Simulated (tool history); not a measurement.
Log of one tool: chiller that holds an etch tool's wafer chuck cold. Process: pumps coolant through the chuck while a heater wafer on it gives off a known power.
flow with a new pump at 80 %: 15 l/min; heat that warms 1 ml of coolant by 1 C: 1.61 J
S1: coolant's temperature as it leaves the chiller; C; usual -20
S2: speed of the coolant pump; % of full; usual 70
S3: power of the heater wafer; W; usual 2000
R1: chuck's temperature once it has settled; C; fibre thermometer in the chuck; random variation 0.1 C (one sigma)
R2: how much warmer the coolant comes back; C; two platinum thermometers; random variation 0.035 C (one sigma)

Run 1, hour 0: usual settings. Result: R1 -4.7 C, R2 5.81 C.
Run 2, hour 126.9: usual settings. Result: R1 -4.5 C, R2 5.76 C.
Run 3, hour 332.7: usual settings. Result: R1 -4.6 C, R2 5.78 C.
Run 4, hour 548.3: usual settings. Result: R1 -4.4 C, R2 5.77 C.
Run 5, hour 723.1: usual settings. Result: R1 -4.5 C, R2 5.75 C.
Run 6, hour 925.8: usual settings. Result: R1 -4.6 C, R2 5.72 C.
At hour 1057.7: coolant changed, channels flushed.
Run 7, hour 1065.3: usual settings but S3 1722 W. Result: R1 -6.7 C, R2 4.94 C.
Run 8, hour 1247.6: usual settings but S3 1722 W. Result: R1 -6.4 C, R2 5.01 C.
Run 9, hour 1353.2: usual settings but S3 1722 W. Result: R1 -6.7 C, R2 4.97 C.
Run 10, hour 1562.9: usual settings but S3 1722 W. Result: R1 -6.6 C, R2 4.91 C.
Run 11, hour 1722.1: usual settings but S2 75 % of full, S3 1108 W. Result: R1 -11.9 C, R2 2.9 C.
Run 12, hour 1835.4: usual settings but S2 98 % of full, S3 1108 W. Result: R1 -13.9 C, R2 2.21 C.

Forecast run 13:
Run 13, hour 1947.5: usual settings but S1 -29 C, S2 76 % of full, S3 1108 W. Result: R1 ?, R2 ?.

{"run 13": {"R1": -21.2, "R2": 2.9}}
Without the tool's hidden state the same run would have given R1 -21.2 C, R2 2.9 C.

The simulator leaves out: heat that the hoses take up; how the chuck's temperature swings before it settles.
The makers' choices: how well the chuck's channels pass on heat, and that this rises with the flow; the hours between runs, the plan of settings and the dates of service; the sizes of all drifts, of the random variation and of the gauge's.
